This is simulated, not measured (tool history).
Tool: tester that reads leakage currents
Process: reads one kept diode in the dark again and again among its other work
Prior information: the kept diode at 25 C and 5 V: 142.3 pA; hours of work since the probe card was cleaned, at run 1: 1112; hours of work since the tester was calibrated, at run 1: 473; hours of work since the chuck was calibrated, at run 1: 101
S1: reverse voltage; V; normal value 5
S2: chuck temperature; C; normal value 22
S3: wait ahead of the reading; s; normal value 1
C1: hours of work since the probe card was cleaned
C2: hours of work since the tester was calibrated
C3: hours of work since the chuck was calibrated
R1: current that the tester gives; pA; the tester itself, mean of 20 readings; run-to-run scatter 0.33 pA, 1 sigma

{"run": 1, "hour": 0.0, "S1": 5, "S2": 22, "S3": 1, "C1": 1112, "C2": 473, "C3": 101, "R1": 112.95}
{"run": 2, "hour": 57.8, "S1": 3.98, "S2": 22, "S3": 1, "C1": 1138, "C2": 499, "C3": 128, "R1": 98.98}
{"run": 3, "hour": 137.9, "S1": 3.98, "S2": 22, "S3": 1, "C1": 1175, "C2": 536, "C3": 165, "R1": 99.2}
{"run": 4, "hour": 218.2, "S1": 3.98, "S2": 22, "S3": 1, "C1": 1212, "C2": 573, "C3": 201, "R1": 100.04}
{"run": 5, "hour": 306.1, "S1": 3.98, "S2": 22, "S3": 1.17, "C1": 1252, "C2": 613, "C3": 242, "R1": 99.94}
{"run": 6, "hour": 363.1, "S1": 5, "S2": 22, "S3": 1, "C1": 1278, "C2": 639, "C3": 268, "R1": 115.21}
{"run": 7, "hour": 448.6, "S1": 5, "S2": 22, "S3": 1, "C1": 1318, "C2": 679, "C3": 307, "R1": 115.18}
{"run": 8, "hour": 500.5, "S1": 13.39, "S2": 22, "S3": 1, "C1": 1341, "C2": 702, "C3": 331, "R1": 208.73}
{"run": 9, "hour": 546.7, "S1": 3.96, "S2": 22, "S3": 1, "C1": 1363, "C2": 723, "C3": 352, "R1": 101.99}
{"run": 10, "hour": 628.3, "S1": 5, "S2": 25, "S3": 1, "C1": 1400, "C2": 761, "C3": 389, "R1": 151.67}
{"run": 11, "hour": 718.5, "S1": 5, "S2": 22, "S3": 1, "C1": 1441, "C2": 802, "C3": 431, "R1": 116.96}
{"run": 12, "hour": 808.4, "S1": 5, "S2": 22, "S3": 3.18, "C1": 1483, "C2": 844, "C3": 472, "R1": 117}
{"run": 13, "hour": 872.8, "S1": 5, "S2": 22, "S3": 3.18, "C1": 1512, "C2": 873, "C3": 502, "R1": 117.5}
{"run": 14, "hour": 957.4, "S1": 5, "S2": 22, "S3": 1.28, "C1": 1551, "C2": 912, "C3": 540, "R1": 117.23}
{"run": 15, "hour": 1042.5, "S1": 5, "S2": 22, "S3": 1.28, "C1": 1590, "C2": 951, "C3": 579, "R1": 118.52}
{"run": 16, "hour": 1114.2, "S1": 1.48, "S2": 43, "S3": 0.48, "C1": 1623, "C2": 984, "C3": 612, "R1": 344.02}
{"run": 17, "hour": 1159.7, "S1": 5, "S2": 42, "S3": 2.31, "C1": 1644, "C2": 1005, "C3": 633, "R1": 643.62}
{"run": 18, "hour": 1225.0, "S1": 5, "S2": 42, "S3": 2.31, "C1": 1674, "C2": 1035, "C3": 663, "R1": 642.79}
{"run": 19, "hour": 1276.6, "S1": 19.52, "S2": 33, "S3": 8.92, "C1": 1697, "C2": 1058, "C3": 687, "R1": 684.22}
{"run": 20, "hour": 1352.3, "S1": 5.67, "S2": 21, "S3": 1, "C1": 1732, "C2": 1093, "C3": 722, "R1": 118.96}
{"run": 21, "hour": 1432.4, "S1": 11.78, "S2": 26, "S3": 0.81, "C1": 1769, "C2": 1130, "C3": 758, "R1": 284.65}
{"run": 22, "hour": 1482.8, "S1": 1.91, "S2": 31, "S3": 0.81, "C1": 1792, "C2": 1153, "C3": 781, "R1": 149.91}
{"run": 23, "hour": 1575.4, "S1": 1.91, "S2": 31, "S3": 0.81, "C1": 1834, "C2": 1195, "C3": 824, "R1": 150.72}
{"run": 24, "hour": 1627.7, "S1": 5, "S2": 27, "S3": 0.36, "C1": 1858, "C2": 1219, "C3": 848, "R1": 190.4}
{"run": 25, "hour": 1678.3, "S1": 5, "S2": 22, "S3": 0.44, "C1": 1882, "C2": 1243, "C3": 871, "R1": 123.35}
{"run": 26, "hour": 1737.5, "S1": 5.03, "S2": 24, "S3": 8.17, "C1": 1909, "C2": 1270, "C3": 898, "R1": 146.2}
{"run": 27, "hour": 1806.1, "S1": 2.53, "S2": 22, "S3": 1, "C1": 1940, "C2": 1301, "C3": 930, "R1": 81.88}
{"run": 28, "hour": 1879.6, "S1": 1.01, "S2": 22, "S3": 0.48, "C1": 1974, "C2": 1335, "C3": 963, "R1": 48.33}
{"run": 29, "hour": 1927.9, "S1": 16.04, "S2": 43, "S3": 1, "C1": 1996, "C2": 1357, "C3": 986, "R1": 1399.12}

Each row is a separate what-if for the run after 29, all from the same tool condition, not one after another. Results?
{"run": "A", "hour": 1980.3, "S1": 1.34, "S2": 43, "S3": 1.22, "C1": 2020, "C2": 1381, "C3": 1010, "R1": "?"}
{"run": "B", "hour": 1980.3, "S1": 7.74, "S2": 43, "S3": 1, "C1": 2020, "C2": 1381, "C3": 1010, "R1": "?"}
{"run": "C", "hour": 1980.3, "S1": 12.56, "S2": 43, "S3": 1, "C1": 2020, "C2": 1381, "C3": 1010, "R1": "?"}

run=A R1=335.31
run=B R1=918.47
run=C R1=1212.75
Without the tool's unlogged condition, the same runs would have read:
run=A R1=310.7
run=B R1=846.38
run=C R1=1114.89
